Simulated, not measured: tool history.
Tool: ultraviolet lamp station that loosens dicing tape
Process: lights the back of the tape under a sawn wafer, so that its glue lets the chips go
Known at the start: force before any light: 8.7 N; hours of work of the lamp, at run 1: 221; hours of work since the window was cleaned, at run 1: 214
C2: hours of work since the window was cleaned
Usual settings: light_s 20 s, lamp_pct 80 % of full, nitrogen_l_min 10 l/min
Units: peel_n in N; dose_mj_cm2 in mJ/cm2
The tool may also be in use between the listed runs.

run 1 hour=0 | light_s=20 lamp_pct=80 nitrogen_l_min=10 | hours_of_work_of_the_lamp=221 C2=214 | peel_n=0.854 dose_mj_cm2=465
run 2 hour=10.9 | light_s=20 lamp_pct=80 nitrogen_l_min=10 | hours_of_work_of_the_lamp=226 C2=219 | peel_n=0.849 dose_mj_cm2=472
run 3 hour=20.2 | light_s=12 lamp_pct=80 nitrogen_l_min=10 | hours_of_work_of_the_lamp=231 C2=224 | peel_n=2.09 dose_mj_cm2=281
run 4 hour=30.2 | light_s=12 lamp_pct=80 nitrogen_l_min=10 | hours_of_work_of_the_lamp=236 C2=228 | peel_n=2.086 dose_mj_cm2=285
run 5 hour=42.5 | light_s=20 lamp_pct=80 nitrogen_l_min=10 | hours_of_work_of_the_lamp=241 C2=234 | peel_n=0.84 dose_mj_cm2=468
run 6 hour=55 | light_s=20 lamp_pct=80 nitrogen_l_min=10 | hours_of_work_of_the_lamp=247 C2=240 | peel_n=0.875 dose_mj_cm2=471
run 7 hour=67 | light_s=20 lamp_pct=80 nitrogen_l_min=5 | hours_of_work_of_the_lamp=253 C2=246 | peel_n=1.29 dose_mj_cm2=470
run 8 hour=83.2 | light_s=20 lamp_pct=80 nitrogen_l_min=5 | hours_of_work_of_the_lamp=260 C2=253 | peel_n=1.296 dose_mj_cm2=470
run 9 hour=99.9 | light_s=20 lamp_pct=80 nitrogen_l_min=5 | hours_of_work_of_the_lamp=268 C2=261 | peel_n=1.334 dose_mj_cm2=472
run 10 hour=113.1 | light_s=20 lamp_pct=80 nitrogen_l_min=5 | hours_of_work_of_the_lamp=275 C2=267 | peel_n=1.328 dose_mj_cm2=465
run 11 hour=128.1 | light_s=15 lamp_pct=80 nitrogen_l_min=10 | hours_of_work_of_the_lamp=282 C2=274 | peel_n=1.498 dose_mj_cm2=350
run 12 hour=137.3 | light_s=20 lamp_pct=80 nitrogen_l_min=14 | hours_of_work_of_the_lamp=286 C2=279 | peel_n=0.75 dose_mj_cm2=464
run 13 hour=152.5 | light_s=20 lamp_pct=80 nitrogen_l_min=10 | hours_of_work_of_the_lamp=293 C2=286 | peel_n=0.88 dose_mj_cm2=459
run 14 hour=166.5 | light_s=20 lamp_pct=80 nitrogen_l_min=10 | hours_of_work_of_the_lamp=300 C2=292 | peel_n=0.875 dose_mj_cm2=467
run 15 hour=178 | light_s=12 lamp_pct=80 nitrogen_l_min=10 | hours_of_work_of_the_lamp=305 C2=298 | peel_n=2.135 dose_mj_cm2=277
run 16 hour=189.2 | light_s=12 lamp_pct=80 nitrogen_l_min=6 | hours_of_work_of_the_lamp=310 C2=303 | peel_n=2.562 dose_mj_cm2=275
run 17 hour=198.7 | light_s=12 lamp_pct=80 nitrogen_l_min=6 | hours_of_work_of_the_lamp=315 C2=308 | peel_n=2.573 dose_mj_cm2=275
run 18 hour=216.5 | light_s=12 lamp_pct=80 nitrogen_l_min=6 | hours_of_work_of_the_lamp=323 C2=316 | peel_n=2.554 dose_mj_cm2=275
run 19 hour=226.4 | light_s=20 lamp_pct=80 nitrogen_l_min=10 | hours_of_work_of_the_lamp=328 C2=321 | peel_n=0.893 dose_mj_cm2=458
run 20 hour=236.1 | light_s=20 lamp_pct=70 nitrogen_l_min=4 | hours_of_work_of_the_lamp=332 C2=325 | peel_n=1.868 dose_mj_cm2=397
run 21 hour=246.8 | light_s=20 lamp_pct=70 nitrogen_l_min=4 | hours_of_work_of_the_lamp=337 C2=330 | peel_n=1.948 dose_mj_cm2=398
run 22 hour=262.2 | light_s=16 lamp_pct=80 nitrogen_l_min=10 | hours_of_work_of_the_lamp=345 C2=337 | peel_n=1.399 dose_mj_cm2=364
-- hour=263.9 window cleaned of glue's vapour
run 23 hour=272 | light_s=32 lamp_pct=81 nitrogen_l_min=10 | hours_of_work_of_the_lamp=349 C2=4 | peel_n=0.361 dose_mj_cm2=706
run 24 hour=282.6 | light_s=31 lamp_pct=88 nitrogen_l_min=12 | hours_of_work_of_the_lamp=354 C2=9 | peel_n=0.291 dose_mj_cm2=754
run 25 hour=296.2 | light_s=28 lamp_pct=88 nitrogen_l_min=10 | hours_of_work_of_the_lamp=360 C2=15 | peel_n=0.398 dose_mj_cm2=679
run 26 hour=305.7 | light_s=14 lamp_pct=88 nitrogen_l_min=10 | hours_of_work_of_the_lamp=365 C2=20 | peel_n=1.567 dose_mj_cm2=338
run 27 hour=313 | light_s=14 lamp_pct=88 nitrogen_l_min=10 | hours_of_work_of_the_lamp=368 C2=23 | peel_n=1.618 dose_mj_cm2=337
run 28 hour=324.3 | light_s=14 lamp_pct=88 nitrogen_l_min=10 | hours_of_work_of_the_lamp=374 C2=28 | peel_n=1.545 dose_mj_cm2=341
run 29 hour=338.6 | light_s=19 lamp_pct=80 nitrogen_l_min=6 | hours_of_work_of_the_lamp=380 C2=35 | peel_n=1.41 dose_mj_cm2=412
-- hour=355.2 window cleaned of glue's vapour, once more
run 30 hour=356.1 | light_s=14 lamp_pct=74 nitrogen_l_min=14 | hours_of_work_of_the_lamp=388 C2=0 | peel_n=1.609 dose_mj_cm2=302
run 31 hour=364.2 | light_s=24 lamp_pct=74 nitrogen_l_min=3 | hours_of_work_of_the_lamp=392 C2=4 | peel_n=1.442 dose_mj_cm2=527
run 32 hour=381.6 | light_s=20 lamp_pct=78 nitrogen_l_min=6 | hours_of_work_of_the_lamp=400 C2=12 | peel_n=1.192 dose_mj_cm2=463
run 33 hour=392.4 | light_s=18 lamp_pct=61 nitrogen_l_min=4 | hours_of_work_of_the_lamp=405 C2=18 | peel_n=2.6 dose_mj_cm2=324
run 34 hour=405 | light_s=18 lamp_pct=61 nitrogen_l_min=4 | hours_of_work_of_the_lamp=411 C2=23 | peel_n=2.516 dose_mj_cm2=325
run 35 hour=414.9 | light_s=18 lamp_pct=61 nitrogen_l_min=4 | hours_of_work_of_the_lamp=416 C2=28 | peel_n=2.587 dose_mj_cm2=325
run 36 hour=430.3 | light_s=18 lamp_pct=68 nitrogen_l_min=10 | hours_of_work_of_the_lamp=423 C2=35 | peel_n=1.386 dose_mj_cm2=364
run 37 hour=441.2 | light_s=23 lamp_pct=99 nitrogen_l_min=10 | hours_of_work_of_the_lamp=428 C2=40 | peel_n=0.405 dose_mj_cm2=672
run 38 hour=457.2 | light_s=23 lamp_pct=99 nitrogen_l_min=10 | hours_of_work_of_the_lamp=436 C2=48 | peel_n=0.398 dose_mj_cm2=675

3 ways to go on from here, each from the tool as it stands after run 38. What would each give?
run A hour=474.3 | light_s=20 lamp_pct=62 nitrogen_l_min=10 | hours_of_work_of_the_lamp=444 C2=56 | peel_n=? dose_mj_cm2=?
run B hour=474.3 | light_s=12 lamp_pct=80 nitrogen_l_min=10 | hours_of_work_of_the_lamp=444 C2=56 | peel_n=? dose_mj_cm2=?
run C hour=474.3 | light_s=14 lamp_pct=61 nitrogen_l_min=4 | hours_of_work_of_the_lamp=444 C2=56 | peel_n=? dose_mj_cm2=?

run=A peel_n=1.361 dose_mj_cm2=366
run=B peel_n=2.042 dose_mj_cm2=281
run=C peel_n=3.257 dose_mj_cm2=250
Without the tool's hidden state the same runs would have given:
run=A peel_n=1.194 dose_mj_cm2=394
run=B peel_n=1.837 dose_mj_cm2=302
run=C peel_n=3.031 dose_mj_cm2=269
